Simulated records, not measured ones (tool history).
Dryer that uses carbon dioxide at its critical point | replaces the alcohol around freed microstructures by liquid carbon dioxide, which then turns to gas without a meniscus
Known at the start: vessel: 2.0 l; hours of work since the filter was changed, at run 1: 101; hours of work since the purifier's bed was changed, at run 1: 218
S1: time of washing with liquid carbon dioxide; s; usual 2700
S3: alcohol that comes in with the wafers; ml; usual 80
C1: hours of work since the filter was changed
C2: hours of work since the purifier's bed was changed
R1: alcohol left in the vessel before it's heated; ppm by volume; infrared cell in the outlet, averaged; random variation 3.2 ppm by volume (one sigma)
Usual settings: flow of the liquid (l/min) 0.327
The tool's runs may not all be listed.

{"run": 1, "hour": 0.0, "S1": 2700, "flow of the liquid (l/min)": 0.327, "S3": 80, "C1": 101, "C2": 218, "R1": 45}
{"run": 2, "hour": 13.0, "S1": 2700, "flow of the liquid (l/min)": 0.327, "S3": 80, "C1": 110, "C2": 227, "R1": 50}
{"run": 3, "hour": 27.2, "S1": 2700, "flow of the liquid (l/min)": 0.327, "S3": 80, "C1": 119, "C2": 236, "R1": 50}
{"run": 4, "hour": 36.5, "S1": 3180, "flow of the liquid (l/min)": 0.327, "S3": 80, "C1": 125, "C2": 242, "R1": 28}
{"run": 5, "hour": 46.8, "S1": 4020, "flow of the liquid (l/min)": 0.327, "S3": 80, "C1": 131, "C2": 248, "R1": 18}
{"run": 6, "hour": 60.7, "S1": 2700, "flow of the liquid (l/min)": 0.237, "S3": 80, "C1": 140, "C2": 257, "R1": 323}
{"run": 7, "hour": 68.9, "S1": 2700, "flow of the liquid (l/min)": 0.237, "S3": 80, "C1": 145, "C2": 263, "R1": 322}
{"run": 8, "hour": 79.1, "S1": 2700, "flow of the liquid (l/min)": 0.237, "S3": 80, "C1": 152, "C2": 269, "R1": 323}
{"run": 9, "hour": 87.4, "S1": 2700, "flow of the liquid (l/min)": 0.327, "S3": 80, "C1": 157, "C2": 274, "R1": 58}
{"run": 10, "hour": 96.1, "S1": 2700, "flow of the liquid (l/min)": 0.211, "S3": 80, "C1": 163, "C2": 280, "R1": 576}
{"run": 11, "hour": 106.7, "S1": 2700, "flow of the liquid (l/min)": 0.211, "S3": 80, "C1": 170, "C2": 287, "R1": 576}
{"run": 12, "hour": 114.0, "S1": 3780, "flow of the liquid (l/min)": 0.327, "S3": 80, "C1": 174, "C2": 292, "R1": 12}
{"run": 13, "hour": 121.1, "S1": 2700, "flow of the liquid (l/min)": 0.327, "S3": 80, "C1": 179, "C2": 296, "R1": 61}
{"run": 14, "hour": 131.6, "S1": 2700, "flow of the liquid (l/min)": 0.244, "S3": 80, "C1": 186, "C2": 303, "R1": 293}
{"run": 15, "hour": 141.2, "S1": 2700, "flow of the liquid (l/min)": 0.244, "S3": 80, "C1": 192, "C2": 309, "R1": 298}
{"run": 16, "hour": 148.1, "S1": 2700, "flow of the liquid (l/min)": 0.247, "S3": 22, "C1": 196, "C2": 313, "R1": 88}

Run 17 comes next. What will it give?
{"run": 17, "hour": 158.0, "S1": 3420, "flow of the liquid (l/min)": 0.4, "S3": 22, "C1": 203, "C2": 320, "R1": "?"}

Run 17 gave R1 17 ppm by volume.
Without the tool's hidden state the same run would have given R1 6 ppm by volume.

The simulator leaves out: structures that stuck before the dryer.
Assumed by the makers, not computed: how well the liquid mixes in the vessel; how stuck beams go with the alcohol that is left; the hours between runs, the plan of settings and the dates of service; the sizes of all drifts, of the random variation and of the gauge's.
